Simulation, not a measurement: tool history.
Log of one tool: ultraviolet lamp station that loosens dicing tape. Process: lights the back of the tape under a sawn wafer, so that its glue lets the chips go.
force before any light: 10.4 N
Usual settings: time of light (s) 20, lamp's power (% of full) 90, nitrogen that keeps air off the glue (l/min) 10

run,hour,time of light (s),lamp's power (% of full),nitrogen that keeps air off the glue (l/min),force that peels the tape off (N),light that reached the tape (J/m2)
1,0,20,90,10,0.392,4020
2,8.4,20,90,10,0.39,3990
3,18.9,38,90,10,0.217,7610
4,27.4,38,90,10,0.202,7570
5,37.1,38,90,10,0.225,7550
6,50.1,38,90,10,0.217,7590
7,58.9,20,90,10,0.407,3970
8,68.5,20,90,10,0.404,4000
9,80.6,20,90,6,0.632,4000
10,89.3,20,90,6,0.619,4000
11,98.9,20,61,6,1.413,2690
12,105.7,20,92,6,0.617,4040
13,112.3,19,90,9,0.481,3770
14,124.2,19,90,9,0.481,3790
15,133.9,12,95,14,0.822,2520
16,146.5,21,95,8,0.372,4410
17,154.1,14,77,8,1.368,2400
18,164.1,25,79,10,0.34,4360

5 ways to go on from here, each from the tool as it stands after run 18. What would each give?
A,175,13,90,10,?,?
B,175,24,66,14,?,?
C,175,21,83,12,?,?
D,175,33,96,8,?,?
E,175,20,63,7,?,?

run,force that peels the tape off (N),light that reached the tape (J/m2)
A,0.959,2580
B,0.4,3500
C,0.382,3820
D,0.226,7000
E,1.149,2760
Without the tool's hidden state the same runs would have given:
run,force that peels the tape off (N),light that reached the tape (J/m2)
A,0.955,2580
B,0.398,3500
C,0.381,3830
D,0.225,7010
E,1.144,2770

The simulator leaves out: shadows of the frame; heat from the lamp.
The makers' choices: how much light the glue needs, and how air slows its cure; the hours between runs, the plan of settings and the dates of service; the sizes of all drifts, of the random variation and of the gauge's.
